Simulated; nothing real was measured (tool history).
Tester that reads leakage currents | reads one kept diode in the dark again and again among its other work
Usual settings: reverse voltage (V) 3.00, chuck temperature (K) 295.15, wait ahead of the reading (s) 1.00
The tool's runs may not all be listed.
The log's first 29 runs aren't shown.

run,hour,reverse voltage (V),chuck temperature (K),wait ahead of the reading (s),hours of work since the probe card was cleaned,hours of work since the tester was calibrated,hours of work since the chuck was calibrated,current that the tester gives (pA)
30,2856.2,5.62,324.15,1.93,625,3626,335,624.42
31,2971.4,8.68,295.15,7.60,681,3682,391,87.16
32,3090.2,3.00,309.15,0.62,739,3740,448,162.46
33,3177.7,3.44,295.15,4.55,781,3782,491,57.85
34,3285.8,2.44,298.15,1.20,834,3834,543,63.48
35,3359.0,15.70,330.15,7.64,869,3870,579,1385.84
36,3472.6,15.70,330.15,7.64,924,3925,634,1372.50
37,3609.9,4.80,303.15,1.19,991,3991,700,123.11
38,3688.4,5.62,303.15,0.38,1029,4029,738,135.84
39,3794.2,3.00,295.15,8.60,1080,4081,790,55.45
40,3904.2,3.00,295.15,8.60,1133,4134,843,55.77

Forecast each of these 3 alternatives for the next run:
# hour 3999.3: probe card cleaned and baked
A,4022.6,1.09,327.15,1.00,11,4190,899,?
# hour 3999.3: probe card cleaned and baked
B,4022.6,1.62,304.15,8.70,11,4190,899,?
# hour 3999.3: probe card cleaned and baked
C,4022.6,3.00,322.15,4.97,11,4190,899,?

run,current that the tester gives (pA)
A,401.53
B,80.70
C,407.44
Without the tool's hidden state the same runs would have given:
run,current that the tester gives (pA)
A,424.68
B,86.17
C,431.72
